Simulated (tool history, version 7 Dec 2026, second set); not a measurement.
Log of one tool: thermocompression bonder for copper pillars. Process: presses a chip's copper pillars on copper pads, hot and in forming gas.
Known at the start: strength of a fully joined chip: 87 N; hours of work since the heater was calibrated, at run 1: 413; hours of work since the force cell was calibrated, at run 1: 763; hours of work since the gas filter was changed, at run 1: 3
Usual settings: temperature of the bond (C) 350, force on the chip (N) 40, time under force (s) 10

run    hour  temperature of the bond (C)  force on the chip (N)  time under force (s)  hours of work since the heater was calibrated  hours of work since the force cell was calibrated  hours of work since the gas filter was changed  force that shears a chip off (N)
  1       0                          350                     40                    10                                            413                                                763                                               3                              53.6
  2    31.9                          350                     40                    10                                            427                                                777                                              18                                56
  3    53.9                          350                     58                    10                                            437                                                787                                              27                              69.8
  4    93.7                          350                     41                    10                                            454                                                805                                              45                              53.1
  5   116.6                          350                     41                    10                                            465                                                815                                              55                              53.7
  6     142                          350                     40                    10                                            476                                                826                                              66                              52.4
  7   175.4                          350                     44                    10                                            491                                                841                                              81                                56
  8   200.8                          350                     40                    28                                            502                                                852                                              92                              67.5
  9   244.8                          350                     40                    28                                            521                                                872                                             112                              66.2
 10   279.1                          350                     49                    28                                            536                                                887                                             127                              71.3
 11   322.8                          350                     49                    28                                            556                                                906                                             146                                69
 12   346.5                          350                     40                    10                                            566                                                917                                             157                              49.6
      354.9  -- forming gas filter changed
 13   385.2                          350                     40                    10                                            583                                                933                                              13                              53.9
 14   403.1                          350                     40                    10                                            591                                                941                                              21                                55
 15   444.4                          350                     40                    10                                            609                                                960                                              40                              51.8
 16   486.9                          350                     40                    10                                            628                                                978                                              58                              50.8
 17   504.9                          350                     40                    10                                            636                                                986                                              66                                52
 18   539.1                          350                     40                    10                                            651                                               1002                                              82                              50.9
 19   571.4                          339                     40                    10                                            666                                               1016                                              96                              46.6
 20   610.4                          339                     40                    10                                            683                                               1033                                             113                              44.7
 21   630.2                          339                     40                    10                                            692                                               1042                                             122                              45.2
 22   674.5                          376                     43                     5                                            711                                               1061                                             141                              54.8
      715.8  -- forming gas filter changed
 23   715.8                          376                     46                    10                                            729                                               1080                                               0                              72.6
 24   736.7                          376                     46                    10                                            739                                               1089                                               9                              72.2
 25   758.4                          337                     40                    12                                            748                                               1098                                              19                              48.5
 26   798.1                          349                     37                    10                                            766                                               1116                                              36                              48.9
        810  -- force cell calibrated
 27   835.9                          378                     37                     5                                            782                                                 11                                              52                              48.2
 28   860.1                          378                     37                     5                                            793                                                 22                                              63                              46.5
 29     896                          378                     37                     5                                            808                                                 38                                              79                              47.3
 30     931                          343                     51                     6                                            824                                                 54                                              95                              46.3
 31   955.6                          370                     40                    10                                            835                                                 64                                             105                              54.8
 32   989.6                          370                     40                    10                                            850                                                 79                                             120                                55
 33  1021.4                          373                     33                    18                                            864                                                 94                                             135                                56
 34  1065.2                          378                     37                    26                                            883                                                113                                             154                              65.2
     1078.2  -- forming gas filter changed
 35  1105.6                          331                     29                    10                                            901                                                131                                              12                              27.9
 36  1137.3                          354                     33                     6                                            915                                                145                                              26                              35.6
 37  1163.5                          354                     33                     6                                            927                                                156                                              38                              36.5
 38  1193.6                          351                     40                    27                                            940                                                170                                              51                                65
 39  1218.8                          351                     40                    27                                            951                                                181                                              62                              64.1

4 ways to go on from here, each from the tool as it stands after run 39. What would each give?
  A  1251.1                          372                     26                    11                                            965                                                195                                              77                                 ?
  B  1251.1                          350                     40                     8                                            965                                                195                                              77                                 ?
  C  1251.1                          373                     24                    15                                            965                                                195                                              77                                 ?
  D  1251.1                          362                     40                    27                                            965                                                195                                              77                                 ?

run  force that shears a chip off (N)
  A                              41.2
  B                              44.6
  C                              42.9
  D                              67.9
Without the tool's hidden state the same runs would have given:
run  force that shears a chip off (N)
  A                              46.5
  B                              50.4
  C                              48.2
  D                                74

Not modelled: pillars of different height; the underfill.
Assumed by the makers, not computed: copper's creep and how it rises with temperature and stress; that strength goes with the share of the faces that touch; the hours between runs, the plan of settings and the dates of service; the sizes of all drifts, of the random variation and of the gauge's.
